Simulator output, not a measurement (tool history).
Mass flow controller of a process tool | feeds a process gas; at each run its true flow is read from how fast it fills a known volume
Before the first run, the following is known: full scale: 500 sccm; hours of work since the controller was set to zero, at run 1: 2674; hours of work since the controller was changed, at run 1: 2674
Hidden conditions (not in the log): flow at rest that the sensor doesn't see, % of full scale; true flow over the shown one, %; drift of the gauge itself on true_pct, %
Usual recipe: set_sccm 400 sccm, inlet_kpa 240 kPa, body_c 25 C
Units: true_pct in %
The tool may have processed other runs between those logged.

run     hour  set_sccm  inlet_kpa  body_c  hours of work since the controller was set to zero  hours of work since the controller was changed  true_pct
  1        0       400        240      25                                                2674                                            2674    100.48
  2    414.3       400        240      25                                                2832                                            2832    100.37
  3    679.1       400        240      25                                                2933                                            2933    100.33
  4    983.1       400        240      25                                                3049                                            3049     100.4
  5   1416.2       400        240      25                                                3215                                            3215    100.55
  6   1824.9       400        240      25                                                3371                                            3371    100.48
  7   2133.2       400        240      25                                                3489                                            3489    100.58
  8   2476.2       400        240      25                                                3620                                            3620    100.62
  9   2937.2        94        240      25                                                3796                                            3796     96.67
 10   3421.6       400        240      25                                                3981                                            3981    100.79
 11   3816.4       400        240      25                                                4132                                            4132    100.64
 12   4011.6       400        240      25                                                4206                                            4206    100.81
 13     4367       400        240      25                                                4342                                            4342    100.77
 14   4726.8       400        240      25                                                4480                                            4480    100.87
 15   5055.1       400        240      25                                                4605                                            4605    100.77
 16   5320.2       400        240      25                                                4706                                            4706    101.01
 17   5740.3       400        240      25                                                4867                                            4867    100.77
 18   6097.3       400        156      25                                                5003                                            5003    101.23
      6218.7  -- controller's zero set anew
 19   6482.5       400        246      25                                                 101                                            5150    100.66
 20   6728.6       400        240      25                                                 195                                            5244    100.71
 21   7094.3       400        240      25                                                 335                                            5384    100.76
 22   7403.8       400        240      38                                                 453                                            5502     99.93
 23   7684.1       400        240      38                                                 560                                            5609     99.85
 24     7958       400        240      38                                                 664                                            5714     99.92
 25   8211.4       190        210      38                                                 761                                            5811     97.72
      8571.8  -- controller's zero set anew, once more
 26     8669        57        218      32                                                  37                                            5985    102.19
 27   8981.7        57        208      39                                                 157                                            6105    101.62
 28   9424.2       379        202      25                                                 326                                            6274    103.12
 29   9749.3        81        175      29                                                 450                                            6398    102.34
 30  10137.1        83        205      39                                                 598                                            6546    101.58
 31  10403.1        83        170      39                                                 700                                            6648    101.41
 32  10702.5        93        170      23                                                 814                                            6762    102.47
 33  10960.9        93        170      23                                                 913                                            6861    102.46
 34    11324       122        185      21                                                1051                                            7000    102.86
 35  11754.1       307        240      35                                                1216                                            7164    102.42
 36  12199.4       307        240      35                                                1386                                            7334    102.57
 37  12594.4       220        238      31                                                1537                                            7485    102.43
 38    12854       228        238      36                                                1636                                            7584    102.11
 39    13276       420        238      36                                                1797                                            7746    102.66
 40  13680.9        82        240      37                                                1952                                            7900    100.17
 41  14039.9        52        160      21                                                2089                                            8037     99.64
 42  14419.5        71        202      29                                                2234                                            8182    100.04
 43  14773.9        71        202      29                                                2369                                            8318     99.86
 44  14976.8       317        260      34                                                2447                                            8395    102.58
 45  15301.6       400        169      25                                                2571                                            8519    103.78
 46  15633.3       400        169      25                                                2698                                            8646    103.87
 47  16016.3       146        144      28                                                2844                                            8792    102.21
 48  16215.9        70        185      35                                                2920                                            8869     98.86

Below, each run's measurement less what the same run would have read without the hidden state. Both values contain the same run-to-run variation, but the gauge's scatter may not be the same in both:
run  true_pct
  1     +0.62
  2     +0.66
  3     +0.69
  4      +0.7
  5     +0.75
  6     +0.79
  7     +0.82
  8     +0.85
  9     -2.92
 10     +0.94
 11     +0.97
 12     +0.98
 13     +1.02
 14     +1.05
 15     +1.08
 16      +1.1
 17     +1.15
 18     +1.16
 19     +0.97
 20     +0.98
 21     +1.01
 22     +1.05
 23     +1.08
 24     +1.09
 25     -1.12
 26     +3.12
 27     +2.93
 28     +3.28
 29     +2.77
 30     +2.66
 31     +2.57
 32      +2.6
 33     +2.55
 34     +2.78
 35     +3.41
 36     +3.43
 37     +3.21
 38     +3.25
 39     +3.67
 40     +1.45
 41     -0.42
 42     +0.67
 43     +0.49
 44      +3.6
 45     +3.81
 46     +3.85
 47      +2.4
 48     -0.22
